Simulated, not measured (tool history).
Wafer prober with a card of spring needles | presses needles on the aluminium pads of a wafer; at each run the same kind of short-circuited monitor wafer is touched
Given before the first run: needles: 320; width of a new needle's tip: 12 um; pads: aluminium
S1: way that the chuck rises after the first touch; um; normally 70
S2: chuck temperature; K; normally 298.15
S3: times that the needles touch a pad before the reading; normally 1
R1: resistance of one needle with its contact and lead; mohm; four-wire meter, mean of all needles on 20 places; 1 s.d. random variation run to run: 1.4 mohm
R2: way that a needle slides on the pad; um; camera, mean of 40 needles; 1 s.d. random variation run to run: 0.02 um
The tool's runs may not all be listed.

run 1 hour=0 | S1=70 S2=298.15 S3=1 | R1=128 R2=8.64
-- hour=10 tips cleaned on abrasive film
-- hour=29.2 tips cleaned on abrasive film
-- hour=48.4 tips cleaned on abrasive film
run 2 hour=59.8 | S1=70 S2=298.15 S3=1 | R1=127 R2=8.68
-- hour=68.2 tips cleaned on abrasive film
-- hour=87.7 tips cleaned on abrasive film
run 3 hour=94.9 | S1=70 S2=298.15 S3=1 | R1=128 R2=8.69
-- hour=106.1 tips cleaned on abrasive film
-- hour=122.8 tips cleaned on abrasive film
-- hour=140.2 tips cleaned on abrasive film
run 4 hour=149.5 | S1=70 S2=298.15 S3=2 | R1=130 R2=8.7
-- hour=160.1 tips cleaned on abrasive film
-- hour=179.7 tips cleaned on abrasive film
-- hour=199.4 tips cleaned on abrasive film
run 5 hour=208.6 | S1=70 S2=298.15 S3=1 | R1=127 R2=8.74
-- hour=218.4 tips cleaned on abrasive film
-- hour=237.5 tips cleaned on abrasive film
run 6 hour=250.3 | S1=70 S2=298.15 S3=1 | R1=130 R2=8.73
-- hour=254.5 tips cleaned on abrasive film
-- hour=273.7 tips cleaned on abrasive film
-- hour=293.6 tips cleaned on abrasive film
run 7 hour=308.7 | S1=70 S2=329.15 S3=1 | R1=130 R2=8.69
-- hour=312.9 tips cleaned on abrasive film
-- hour=331.8 tips cleaned on abrasive film
run 8 hour=340.3 | S1=70 S2=381.15 S3=1 | R1=142 R2=8.74
-- hour=351.6 tips cleaned on abrasive film
-- hour=368.5 tips cleaned on abrasive film
-- hour=386.4 tips cleaned on abrasive film
run 9 hour=391.4 | S1=70 S2=384.15 S3=3 | R1=145 R2=8.71
-- hour=406.9 tips cleaned on abrasive film
-- hour=420.1 height of the first contact set anew
-- hour=424.1 tips cleaned on abrasive film
run 10 hour=425.6 | S1=67 S2=375.15 S3=3 | R1=141 R2=8.33
-- hour=444.2 tips cleaned on abrasive film
-- hour=464.4 tips cleaned on abrasive film
-- hour=481.5 tips cleaned on abrasive film
run 11 hour=481.5 | S1=77 S2=332.15 S3=1 | R1=134 R2=9.67
-- hour=499 tips cleaned on abrasive film
-- hour=519.1 tips cleaned on abrasive film
-- hour=536.6 tips cleaned on abrasive film
run 12 hour=540.7 | S1=77 S2=332.15 S3=1 | R1=131 R2=9.62

Each row is a separate what-if for the run after 12, all from the same tool condition, not one after another. Results?
-- hour=554.3 tips cleaned on abrasive film
-- hour=571.3 tips cleaned on abrasive film
run A hour=579.6 | S1=51 S2=332.15 S3=1 | R1=? R2=?
-- hour=554.3 tips cleaned on abrasive film
-- hour=571.3 tips cleaned on abrasive film
run B hour=579.6 | S1=72 S2=332.15 S3=2 | R1=? R2=?
-- hour=554.3 tips cleaned on abrasive film
-- hour=571.3 tips cleaned on abrasive film
run C hour=579.6 | S1=83 S2=298.15 S3=1 | R1=? R2=?
-- hour=554.3 tips cleaned on abrasive film
-- hour=571.3 tips cleaned on abrasive film
run D hour=579.6 | S1=82 S2=397.15 S3=1 | R1=? R2=?

run=A R1=137 R2=6.37
run=B R1=134 R2=9.02
run=C R1=126 R2=10.37
run=D R1=143 R2=10.26
Take away the tool's hidden state, keep each run's random variation, and the runs would have read:
run=A R1=137 R2=6.31
run=B R1=134 R2=8.94
run=C R1=126 R2=10.28
run=D R1=143 R2=10.16

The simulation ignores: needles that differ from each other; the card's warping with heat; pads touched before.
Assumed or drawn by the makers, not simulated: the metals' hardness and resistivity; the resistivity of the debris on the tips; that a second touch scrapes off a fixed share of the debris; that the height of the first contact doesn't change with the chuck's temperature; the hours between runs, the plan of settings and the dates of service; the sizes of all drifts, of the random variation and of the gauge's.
